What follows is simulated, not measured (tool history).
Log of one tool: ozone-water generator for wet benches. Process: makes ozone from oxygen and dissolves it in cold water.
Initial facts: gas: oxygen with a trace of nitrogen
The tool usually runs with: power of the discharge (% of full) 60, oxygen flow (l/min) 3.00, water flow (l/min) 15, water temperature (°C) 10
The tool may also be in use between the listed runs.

run,hour,power of the discharge (% of full),oxygen flow (l/min),water flow (l/min),water temperature (°C),dissolved ozone (ppm),ozone in the gas ahead of the water (g/m3)
1,0.0,60,3.00,15,10,15.4,169.6
2,27.8,60,3.00,15,10,15.7,170.4
3,59.4,60,3.00,15,10,15.5,169.2
4,91.0,50,3.00,15,10,13.6,151.3
5,106.7,60,3.00,15,10,15.5,169.0
6,138.7,60,3.00,15,10,15.6,171.0
7,170.5,60,3.00,15,12,15.0,169.6
8,187.1,60,3.00,15,12,15.2,168.9
9,200.8,60,3.00,10,10,21.4,169.7
10,230.4,60,3.00,15,10,15.5,170.1
11,248.6,60,3.00,15,10,15.6,169.8
12,262.3,60,3.00,15,10,15.4,171.2
13,289.1,90,3.00,15,10,19.9,213.2
14,302.5,60,3.00,15,10,15.5,169.3
15,321.6,60,3.00,15,10,15.2,170.1
16,342.3,60,3.00,15,10,15.5,171.4
17,371.8,60,4.55,16,10,17.0,148.9
18,389.5,41,4.55,20,10,11.3,118.2
19,422.2,92,4.55,24,10,15.7,192.9
20,449.8,67,4.55,24,11,12.9,159.0
21,474.9,84,3.99,10,10,28.1,189.0
22,494.3,84,3.99,10,10,27.9,190.0
23,518.9,66,3.09,11,9,21.6,180.5
24,545.1,45,3.00,11,9,17.0,141.9
25,575.3,95,1.52,15,10,15.3,273.4
26,605.5,47,3.00,15,6,14.1,146.2
27,627.2,72,3.00,9,6,27.1,190.6
28,647.5,60,1.74,15,14,11.9,200.6
29,673.3,96,2.85,15,5,21.1,228.3
30,690.8,64,2.85,12,5,20.0,177.6
31,723.0,60,1.84,19,6,10.5,195.7
32,748.0,60,1.84,19,6,10.3,196.2

5 options for the next run, each taken on its own from the tool as it stands now. Forecast them:
A,768.6,60,4.65,22,6,?,?
B,768.6,60,3.00,15,7,?,?
C,768.6,91,2.94,21,10,?,?
D,768.6,60,5.07,19,6,?,?
E,768.6,60,3.00,11,10,?,?

run,dissolved ozone (ppm),ozone in the gas ahead of the water (g/m3)
A,13.4,148.6
B,16.0,169.3
C,14.6,218.1
D,16.2,145.8
E,19.9,168.7
Stripped of hidden state, with their random variation kept, the same runs would have yielded:
run,dissolved ozone (ppm),ozone in the gas ahead of the water (g/m3)
A,13.4,148.6
B,16.0,169.3
C,14.6,218.1
D,16.2,145.9
E,19.9,168.8
